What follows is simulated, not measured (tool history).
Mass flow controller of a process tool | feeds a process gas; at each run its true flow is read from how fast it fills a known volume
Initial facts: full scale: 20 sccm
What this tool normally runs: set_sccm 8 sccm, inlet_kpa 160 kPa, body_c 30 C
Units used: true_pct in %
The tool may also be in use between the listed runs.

Run 1, day 0.000: usual settings. Result: true_pct 97.94 %.
Run 2, day 12.096: usual settings but inlet_kpa 247 kPa. Result: true_pct 98.04 %.
Run 3, day 21.900: usual settings but set_sccm 6 sccm. Result: true_pct 97.60 %.
Run 4, day 39.308: usual settings but set_sccm 6 sccm. Result: true_pct 97.66 %.
Run 5, day 51.788: usual settings but set_sccm 6 sccm. Result: true_pct 97.52 %.
Run 6, day 60.596: usual settings but set_sccm 11 sccm. Result: true_pct 98.28 %.
Run 7, day 71.579: usual settings but inlet_kpa 200 kPa, body_c 36 C. Result: true_pct 97.39 %.

Estimate the outcome of run 8 from the log above:
Run 8, day 88.279: usual settings but set_sccm 3 sccm. Result: true_pct ?.

Run 8 measured true_pct 97.23 %.
Take away the tool's hidden state, keep the run-to-run variation as it was, and the same run would have given true_pct 97.19 %.
